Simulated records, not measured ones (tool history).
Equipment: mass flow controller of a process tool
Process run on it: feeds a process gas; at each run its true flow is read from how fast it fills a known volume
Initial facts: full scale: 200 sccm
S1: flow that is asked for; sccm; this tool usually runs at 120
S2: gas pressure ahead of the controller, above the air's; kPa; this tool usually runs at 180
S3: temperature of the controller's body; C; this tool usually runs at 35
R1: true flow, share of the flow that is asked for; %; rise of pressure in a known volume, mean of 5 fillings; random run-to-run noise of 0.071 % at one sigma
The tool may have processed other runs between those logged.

run 1 day=0 | S1=120 S2=180 S3=35 | R1=99.86
run 2 day=4.121 | S1=120 S2=180 S3=35 | R1=99.75
run 3 day=7.683 | S1=120 S2=180 S3=35 | R1=99.87
run 4 day=14.392 | S1=120 S2=234 S3=35 | R1=99.55
run 5 day=17.379 | S1=120 S2=234 S3=35 | R1=99.56
run 6 day=21.525 | S1=120 S2=234 S3=35 | R1=99.58
run 7 day=25.85 | S1=120 S2=234 S3=35 | R1=99.5
run 8 day=31.162 | S1=20 S2=180 S3=35 | R1=96.09
run 9 day=35.754 | S1=121 S2=180 S3=35 | R1=99.56
run 10 day=42.212 | S1=121 S2=180 S3=35 | R1=99.61
run 11 day=48.688 | S1=121 S2=180 S3=35 | R1=99.46
run 12 day=54.538 | S1=121 S2=180 S3=35 | R1=99.62
run 13 day=58.258 | S1=120 S2=158 S3=35 | R1=99.62
run 14 day=63.788 | S1=66 S2=180 S3=35 | R1=98.68
run 15 day=69.175 | S1=66 S2=180 S3=35 | R1=98.65
run 16 day=73.25 | S1=66 S2=180 S3=35 | R1=98.6
run 17 day=78.517 | S1=66 S2=180 S3=35 | R1=98.58
run 18 day=84.867 | S1=66 S2=180 S3=35 | R1=98.52
run 19 day=91.704 | S1=66 S2=180 S3=35 | R1=98.41
run 20 day=98.804 | S1=66 S2=180 S3=35 | R1=98.41
run 21 day=104.362 | S1=66 S2=180 S3=35 | R1=98.45
run 22 day=108.283 | S1=178 S2=252 S3=22 | R1=98.39
run 23 day=114.854 | S1=38 S2=150 S3=40 | R1=97.6
run 24 day=120.504 | S1=38 S2=150 S3=40 | R1=97.56
run 25 day=127.225 | S1=38 S2=150 S3=40 | R1=97.63
run 26 day=130.7 | S1=38 S2=150 S3=40 | R1=97.6
run 27 day=136.754 | S1=38 S2=150 S3=40 | R1=97.48
run 28 day=141.154 | S1=38 S2=189 S3=40 | R1=97.41
run 29 day=146.308 | S1=38 S2=189 S3=40 | R1=97.36
run 30 day=152.729 | S1=38 S2=189 S3=40 | R1=97.29
run 31 day=159.962 | S1=35 S2=194 S3=40 | R1=96.82
run 32 day=164.138 | S1=120 S2=164 S3=40 | R1=99.87
run 33 day=169.742 | S1=52 S2=257 S3=40 | R1=97.77

Forecast run 34:
run 34 day=173.167 | S1=120 S2=250 S3=40 | R1=?

For run 34 the tool returned R1 99.43 %.
Had the tool carried no hidden state, the very same run would have given R1 100.93 %.

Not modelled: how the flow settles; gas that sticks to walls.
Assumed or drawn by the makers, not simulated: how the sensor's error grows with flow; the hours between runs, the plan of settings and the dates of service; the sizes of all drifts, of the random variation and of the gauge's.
